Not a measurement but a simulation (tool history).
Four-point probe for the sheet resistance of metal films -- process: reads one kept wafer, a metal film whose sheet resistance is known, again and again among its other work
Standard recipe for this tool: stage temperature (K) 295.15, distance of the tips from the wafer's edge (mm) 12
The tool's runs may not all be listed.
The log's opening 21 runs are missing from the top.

run	hour	stage temperature (K)	distance of the tips from the wafer's edge (mm)	touches since the probe head was changed	hours of work since the stage's thermometer was calibrated	sheet resistance as the instrument gives it (ohm/square)
22	251.0	299.15	12	28171	299	9.386392
23	261.2	299.15	12	28532	306	9.384643
24	271.5	299.15	10	28893	313	9.413062
25	279.9	304.15	10	29192	319	9.378006
26	296.0	304.15	10	29758	331	9.377936
27	310.0	295.15	23	30253	340	9.370697
28	326.1	301.15	21	30818	352	9.337089
29	337.5	304.15	28	31219	360	9.307979
30	344.2	304.15	28	31456	365	9.311899
31	354.2	304.15	28	31808	372	9.309726
32	362.8	295.15	47	32113	378	9.361325
33	373.4	295.15	47	32485	385	9.366666
34	385.5	293.15	48	32911	394	9.375211
35	401.3	302.15	24	33468	405	9.328253
36	412.1	295.15	5	33851	412	9.676236
37	427.3	296.15	12	34385	423	9.410483
38	439.1	299.15	17	34802	431	9.364084
39	450.3	305.15	60	35195	439	9.300905
40	465.4	297.15	16	35730	450	9.379990
41	478.3	300.15	7	36183	459	9.492457
42	494.0	301.15	14	36736	470	9.364389
43	508.4	295.15	12	37245	480	9.420699
44	518.4	292.15	12	37596	487	9.441091
45	525.5	292.15	12	37849	492	9.440078

3 ways to go on from here, each from the tool as it stands after run 45. What would each give?
A	534.7	295.15	28	38173	499	?
B	534.7	292.15	27	38173	499	?
C	534.7	293.15	13	38173	499	?

run	sheet resistance as the instrument gives it (ohm/square)
A	9.370959
B	9.395373
C	9.427419
Stripped of hidden state, with their random variation kept, the same runs would have yielded:
run	sheet resistance as the instrument gives it (ohm/square)
A	9.316263
B	9.340580
C	9.372442

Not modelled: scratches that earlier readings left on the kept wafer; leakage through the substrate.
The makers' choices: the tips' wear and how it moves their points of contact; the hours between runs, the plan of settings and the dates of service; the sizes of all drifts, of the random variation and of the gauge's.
